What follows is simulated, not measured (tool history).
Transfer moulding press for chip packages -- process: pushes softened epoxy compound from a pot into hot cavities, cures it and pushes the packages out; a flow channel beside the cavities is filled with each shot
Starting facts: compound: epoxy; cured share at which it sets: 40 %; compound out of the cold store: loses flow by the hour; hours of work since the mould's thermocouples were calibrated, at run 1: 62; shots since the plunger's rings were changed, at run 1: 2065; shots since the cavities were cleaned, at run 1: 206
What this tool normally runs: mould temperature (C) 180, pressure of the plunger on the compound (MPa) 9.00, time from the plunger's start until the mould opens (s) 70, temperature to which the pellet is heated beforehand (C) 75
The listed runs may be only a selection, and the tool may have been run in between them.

run	hour	mould temperature (C)	pressure of the plunger on the compound (MPa)	time from the plunger's start until the mould opens (s)	temperature to which the pellet is heated beforehand (C)	hours of work since the mould's thermocouples were calibrated	shots since the plunger's rings were changed	shots since the cavities were cleaned	incoming compound's hours out of the cold store	length that the compound runs in the flow channel (mm)	greatest force on the pins that push the packages out (N)
1	0.0	180	9.00	70	75	62	2065	206	22.0	879	721
2	5.7	180	9.00	56	75	65	2134	275	18.5	876	1351
3	13.5	180	9.00	56	75	69	2229	370	20.6	875	1469
4	22.2	180	9.00	56	75	73	2335	476	12.4	890	1545
# hour 28.7: cavities cleaned with cleaning compound and waxed
5	29.3	180	9.00	56	75	76	2404	8	25.3	855	931
6	40.4	180	9.00	56	75	81	2538	142	20.5	866	1164
7	46.6	180	9.00	56	75	84	2614	218	39.1	824	1272
8	55.3	180	9.00	56	75	88	2720	324	47.3	808	1328
9	65.8	175	7.15	80	75	93	2848	452	27.1	768	800
# hour 74.2: cavities cleaned with cleaning compound and waxed
10	76.3	175	7.15	80	75	98	2957	25	9.4	813	566
11	85.8	174	6.95	70	84	102	3074	142	29.8	745	903

For run 12, what comes out?
# hour 90.7: plunger's sealing rings changed
12	96.0	172	10.87	70	70	106	65	236	31.6	?	?

{"run 12": {"length that the compound runs in the flow channel (mm)": 978, "greatest force on the pins that push the packages out (N)": 1198}}
Minus the tool's unlogged condition, the same run would have read length that the compound runs in the flow channel (mm) 980, greatest force on the pins that push the packages out (N) 847.
